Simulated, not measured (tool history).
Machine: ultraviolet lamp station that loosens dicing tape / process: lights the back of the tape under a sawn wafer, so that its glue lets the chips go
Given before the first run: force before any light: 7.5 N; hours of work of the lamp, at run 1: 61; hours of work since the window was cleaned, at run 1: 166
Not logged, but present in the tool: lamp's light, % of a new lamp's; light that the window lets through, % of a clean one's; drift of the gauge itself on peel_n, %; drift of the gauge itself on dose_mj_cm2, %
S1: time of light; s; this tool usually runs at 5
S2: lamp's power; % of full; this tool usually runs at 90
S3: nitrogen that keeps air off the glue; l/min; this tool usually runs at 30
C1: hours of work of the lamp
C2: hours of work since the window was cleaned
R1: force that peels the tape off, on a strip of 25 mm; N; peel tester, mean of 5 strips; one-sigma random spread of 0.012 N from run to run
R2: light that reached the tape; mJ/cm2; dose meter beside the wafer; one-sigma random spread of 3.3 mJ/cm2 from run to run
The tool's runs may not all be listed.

{"run": 1, "hour": 0.0, "S1": 5, "S2": 90, "S3": 30, "C1": 61, "C2": 166, "R1": 0.635, "R2": 479}
{"run": 2, "hour": 5.6, "S1": 5, "S2": 90, "S3": 15, "C1": 64, "C2": 170, "R1": 1.081, "R2": 481}
{"run": 3, "hour": 17.9, "S1": 5, "S2": 90, "S3": 42, "C1": 73, "C2": 178, "R1": 0.473, "R2": 478}
{"run": 4, "hour": 26.0, "S1": 5, "S2": 90, "S3": 12, "C1": 78, "C2": 183, "R1": 1.282, "R2": 470}
{"run": 5, "hour": 35.4, "S1": 5, "S2": 61, "S3": 12, "C1": 84, "C2": 190, "R1": 2.322, "R2": 320}
{"run": 6, "hour": 45.6, "S1": 5, "S2": 91, "S3": 30, "C1": 91, "C2": 196, "R1": 0.649, "R2": 474}
{"run": 7, "hour": 58.0, "S1": 5, "S2": 91, "S3": 30, "C1": 100, "C2": 205, "R1": 0.643, "R2": 472}
{"run": 8, "hour": 67.4, "S1": 5, "S2": 90, "S3": 30, "C1": 106, "C2": 211, "R1": 0.658, "R2": 463}
{"run": 9, "hour": 77.5, "S1": 5, "S2": 90, "S3": 30, "C1": 113, "C2": 218, "R1": 0.639, "R2": 465}
{"run": 10, "hour": 89.1, "S1": 5, "S2": 90, "S3": 30, "C1": 120, "C2": 226, "R1": 0.712, "R2": 456}
{"run": 11, "hour": 102.5, "S1": 5, "S2": 90, "S3": 30, "C1": 129, "C2": 235, "R1": 0.684, "R2": 459}
{"run": 12, "hour": 114.8, "S1": 5, "S2": 81, "S3": 30, "C1": 138, "C2": 243, "R1": 0.855, "R2": 412}
{"run": 13, "hour": 122.3, "S1": 5, "S2": 90, "S3": 30, "C1": 143, "C2": 248, "R1": 0.699, "R2": 457}
{"run": 14, "hour": 133.6, "S1": 6, "S2": 90, "S3": 30, "C1": 150, "C2": 255, "R1": 0.484, "R2": 546}
{"run": 15, "hour": 146.0, "S1": 6, "S2": 90, "S3": 30, "C1": 159, "C2": 264, "R1": 0.482, "R2": 545}
{"run": 16, "hour": 155.4, "S1": 5, "S2": 90, "S3": 22, "C1": 165, "C2": 270, "R1": 0.924, "R2": 443}
{"run": 17, "hour": 164.6, "S1": 6, "S2": 90, "S3": 30, "C1": 171, "C2": 276, "R1": 0.482, "R2": 532}
{"run": 18, "hour": 173.2, "S1": 5, "S2": 90, "S3": 30, "C1": 177, "C2": 282, "R1": 0.747, "R2": 445}
{"run": 19, "hour": 179.6, "S1": 5, "S2": 89, "S3": 30, "C1": 181, "C2": 286, "R1": 0.744, "R2": 437}
{"run": 20, "hour": 187.7, "S1": 7, "S2": 90, "S3": 30, "C1": 187, "C2": 292, "R1": 0.344, "R2": 622}
{"run": 21, "hour": 193.6, "S1": 7, "S2": 90, "S3": 56, "C1": 190, "C2": 296, "R1": 0.215, "R2": 622}
{"run": 22, "hour": 204.0, "S1": 7, "S2": 90, "S3": 56, "C1": 197, "C2": 303, "R1": 0.232, "R2": 612}
{"run": 23, "hour": 212.3, "S1": 3, "S2": 62, "S3": 56, "C1": 203, "C2": 308, "R1": 2.201, "R2": 185}
{"run": 24, "hour": 225.2, "S1": 3, "S2": 87, "S3": 51, "C1": 212, "C2": 317, "R1": 1.441, "R2": 257}
{"run": 25, "hour": 234.8, "S1": 3, "S2": 87, "S3": 51, "C1": 218, "C2": 323, "R1": 1.521, "R2": 254}
{"run": 26, "hour": 247.6, "S1": 2, "S2": 87, "S3": 30, "C1": 227, "C2": 332, "R1": 3.017, "R2": 166}
{"run": 27, "hour": 260.5, "S1": 2, "S2": 87, "S3": 30, "C1": 235, "C2": 341, "R1": 3.098, "R2": 167}
{"run": 28, "hour": 267.7, "S1": 2, "S2": 90, "S3": 54, "C1": 240, "C2": 345, "R1": 2.385, "R2": 172}
{"run": 29, "hour": 276.6, "S1": 2, "S2": 90, "S3": 30, "C1": 246, "C2": 351, "R1": 2.836, "R2": 172}
{"run": 30, "hour": 289.8, "S1": 4, "S2": 70, "S3": 19, "C1": 255, "C2": 360, "R1": 2.331, "R2": 265}
{"run": 31, "hour": 296.9, "S1": 4, "S2": 70, "S3": 19, "C1": 260, "C2": 365, "R1": 2.197, "R2": 260}
{"run": 32, "hour": 302.9, "S1": 9, "S2": 74, "S3": 25, "C1": 264, "C2": 369, "R1": 0.385, "R2": 627}
{"run": 33, "hour": 315.6, "S1": 4, "S2": 84, "S3": 52, "C1": 272, "C2": 377, "R1": 0.977, "R2": 314}
{"run": 34, "hour": 326.9, "S1": 4, "S2": 84, "S3": 52, "C1": 280, "C2": 385, "R1": 1.021, "R2": 315}
{"run": 35, "hour": 334.6, "S1": 5, "S2": 63, "S3": 18, "C1": 285, "C2": 390, "R1": 2.141, "R2": 295}
{"run": 36, "hour": 341.1, "S1": 7, "S2": 96, "S3": 30, "C1": 289, "C2": 395, "R1": 0.331, "R2": 615}
{"run": 37, "hour": 352.4, "S1": 7, "S2": 66, "S3": 42, "C1": 297, "C2": 402, "R1": 0.662, "R2": 421}
{"run": 38, "hour": 357.7, "S1": 6, "S2": 69, "S3": 34, "C1": 301, "C2": 406, "R1": 0.967, "R2": 380}
{"run": 39, "hour": 368.3, "S1": 6, "S2": 69, "S3": 34, "C1": 308, "C2": 413, "R1": 0.927, "R2": 377}
{"run": 40, "hour": 375.2, "S1": 6, "S2": 69, "S3": 34, "C1": 312, "C2": 417, "R1": 0.94, "R2": 376}
{"run": 41, "hour": 383.1, "S1": 3, "S2": 88, "S3": 34, "C1": 318, "C2": 423, "R1": 1.907, "R2": 242}
{"run": 42, "hour": 396.4, "S1": 3, "S2": 62, "S3": 38, "C1": 326, "C2": 432, "R1": 2.7, "R2": 166}
{"run": 43, "hour": 407.1, "S1": 6, "S2": 96, "S3": 22, "C1": 334, "C2": 439, "R1": 0.687, "R2": 513}

5 ways to go on from here, each from the tool as it stands after run 43. What would each give?
{"run": "A", "hour": 419.9, "S1": 3, "S2": 76, "S3": 13, "C1": 342, "C2": 447, "R1": "?", "R2": "?"}
{"run": "B", "hour": 419.9, "S1": 5, "S2": 89, "S3": 30, "C1": 342, "C2": 447, "R1": "?", "R2": "?"}
{"run": "C", "hour": 419.9, "S1": 9, "S2": 74, "S3": 21, "C1": 342, "C2": 447, "R1": "?", "R2": "?"}
{"run": "D", "hour": 419.9, "S1": 4, "S2": 79, "S3": 27, "C1": 342, "C2": 447, "R1": "?", "R2": "?"}
{"run": "E", "hour": 419.9, "S1": 6, "S2": 96, "S3": 14, "C1": 342, "C2": 447, "R1": "?", "R2": "?"}

run=A R1=3.486 R2=204
run=B R1=0.912 R2=396
run=C R1=0.516 R2=591
run=D R1=1.792 R2=281
run=E R1=0.973 R2=514
With no hidden state in the tool, these same runs would have given:
run=A R1=2.776 R2=264
run=B R1=0.534 R2=513
run=C R1=0.285 R2=765
run=D R1=1.194 R2=364
run=E R1=0.578 R2=666

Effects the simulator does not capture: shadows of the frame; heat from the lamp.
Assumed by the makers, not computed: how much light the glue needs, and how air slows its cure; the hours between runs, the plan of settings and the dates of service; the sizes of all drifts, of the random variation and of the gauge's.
